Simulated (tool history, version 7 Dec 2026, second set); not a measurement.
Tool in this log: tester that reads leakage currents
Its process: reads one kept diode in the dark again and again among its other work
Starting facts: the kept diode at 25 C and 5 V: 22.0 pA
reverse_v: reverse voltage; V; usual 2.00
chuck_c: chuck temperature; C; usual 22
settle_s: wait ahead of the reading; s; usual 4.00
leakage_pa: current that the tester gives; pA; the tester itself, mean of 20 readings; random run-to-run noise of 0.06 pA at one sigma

{"run": 1, "hour": 0.0, "reverse_v": 2.0, "chuck_c": 22, "settle_s": 4.0, "leakage_pa": 9.98}
{"run": 2, "hour": 20.2, "reverse_v": 2.0, "chuck_c": 22, "settle_s": 4.0, "leakage_pa": 10.17}
{"run": 3, "hour": 46.0, "reverse_v": 2.0, "chuck_c": 22, "settle_s": 4.0, "leakage_pa": 10.03}
{"run": 4, "hour": 86.2, "reverse_v": 2.0, "chuck_c": 22, "settle_s": 4.0, "leakage_pa": 9.91}
{"run": 5, "hour": 119.0, "reverse_v": 2.0, "chuck_c": 22, "settle_s": 8.45, "leakage_pa": 9.9}
{"run": 6, "hour": 166.1, "reverse_v": 2.0, "chuck_c": 22, "settle_s": 8.45, "leakage_pa": 9.9}
{"run": 7, "hour": 197.4, "reverse_v": 2.0, "chuck_c": 22, "settle_s": 4.0, "leakage_pa": 9.84}
{"run": 8, "hour": 234.6, "reverse_v": 2.0, "chuck_c": 24, "settle_s": 0.35, "leakage_pa": 11.71}
{"run": 9, "hour": 254.5, "reverse_v": 2.0, "chuck_c": 22, "settle_s": 1.76, "leakage_pa": 9.82}
{"run": 10, "hour": 276.5, "reverse_v": 8.91, "chuck_c": 25, "settle_s": 1.76, "leakage_pa": 28.14}
{"run": 11, "hour": 324.6, "reverse_v": 8.91, "chuck_c": 25, "settle_s": 1.76, "leakage_pa": 28.24}
{"run": 12, "hour": 344.9, "reverse_v": 8.91, "chuck_c": 25, "settle_s": 1.76, "leakage_pa": 27.99}
{"run": 13, "hour": 371.2, "reverse_v": 1.25, "chuck_c": 23, "settle_s": 5.47, "leakage_pa": 8.03}

The next listed run, before its measurement:
{"run": 14, "hour": 411.7, "reverse_v": 2.13, "chuck_c": 24, "settle_s": 3.89, "leakage_pa": "?"}

leakage_pa: 11.62 pA
Minus the tool's unlogged condition, the same run would have read leakage_pa 13.07 pA.

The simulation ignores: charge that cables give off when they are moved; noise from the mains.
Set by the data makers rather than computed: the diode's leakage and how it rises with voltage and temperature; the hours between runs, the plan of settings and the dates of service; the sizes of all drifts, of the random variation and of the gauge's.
